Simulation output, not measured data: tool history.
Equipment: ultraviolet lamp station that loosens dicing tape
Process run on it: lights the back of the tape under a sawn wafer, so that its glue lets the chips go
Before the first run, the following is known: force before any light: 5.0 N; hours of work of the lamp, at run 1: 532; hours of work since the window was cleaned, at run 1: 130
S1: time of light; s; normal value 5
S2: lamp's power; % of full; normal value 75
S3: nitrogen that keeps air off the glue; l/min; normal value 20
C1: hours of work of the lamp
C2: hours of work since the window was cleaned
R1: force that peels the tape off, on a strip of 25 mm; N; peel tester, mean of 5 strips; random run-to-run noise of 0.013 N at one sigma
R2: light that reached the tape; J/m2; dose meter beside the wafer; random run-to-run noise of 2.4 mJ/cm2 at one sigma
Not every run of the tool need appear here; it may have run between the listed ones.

run,hour,S1,S2,S3,C1,C2,R1,R2
1,0,5,75,20,532,130,0.995,1810
2,17.7,4,75,20,544,142,1.354,1450
3,37.9,5,75,20,557,156,0.988,1780
4,48.8,5,75,20,565,163,1.023,1760
5,64.6,5,75,20,576,174,0.998,1730
6,86.1,5,75,17,590,189,1.132,1720
7,109.6,5,75,17,606,205,1.18,1680
8,121,5,75,17,614,213,1.192,1750
9,144.4,5,75,6,630,229,1.913,1700
10,155.2,5,93,6,638,236,1.505,2040
11,176.8,5,75,20,652,251,1.15,1650
12,191.3,5,75,20,662,261,1.176,1650
13,207,5,75,20,673,272,1.165,1620
14,222.6,5,75,20,684,282,1.205,1590
15,244.7,3,70,20,699,297,2.198,920
16,255.8,4,88,20,706,305,1.294,1420
# hour 258: window cleaned of glue's vapour
17,269.2,4,88,20,715,8,1.342,1450
18,288.7,4,88,20,728,21,1.328,1390
19,311.7,5,75,13,744,37,1.53,1510
20,323.6,5,75,13,752,45,1.627,1480
21,342.4,3,76,20,765,58,2.202,870
22,357.2,5,75,25,775,68,1.226,1440
# hour 368.4: window cleaned of glue's vapour, once more
23,370,5,75,25,784,1,1.089,1540
24,381.8,5,75,25,792,9,1.104,1560
25,395.2,3,66,7,801,18,2.914,850
26,409.6,3,66,7,811,28,3.006,770
27,419.6,3,66,7,818,35,3.051,780
28,441.6,3,66,7,833,50,3.008,790

Forecast each of these 3 alternatives for the next run:
A,458.9,5,75,40,845,62,?,?
B,458.9,2,78,27,845,62,?,?
C,458.9,3,92,14,845,62,?,?

run,R1,R2
A,0.982,1510
B,2.723,650
C,2.061,1090
With no hidden state in the tool, these same runs would have given:
run,R1,R2
A,0.396,2520
B,1.784,1070
C,1.155,1840
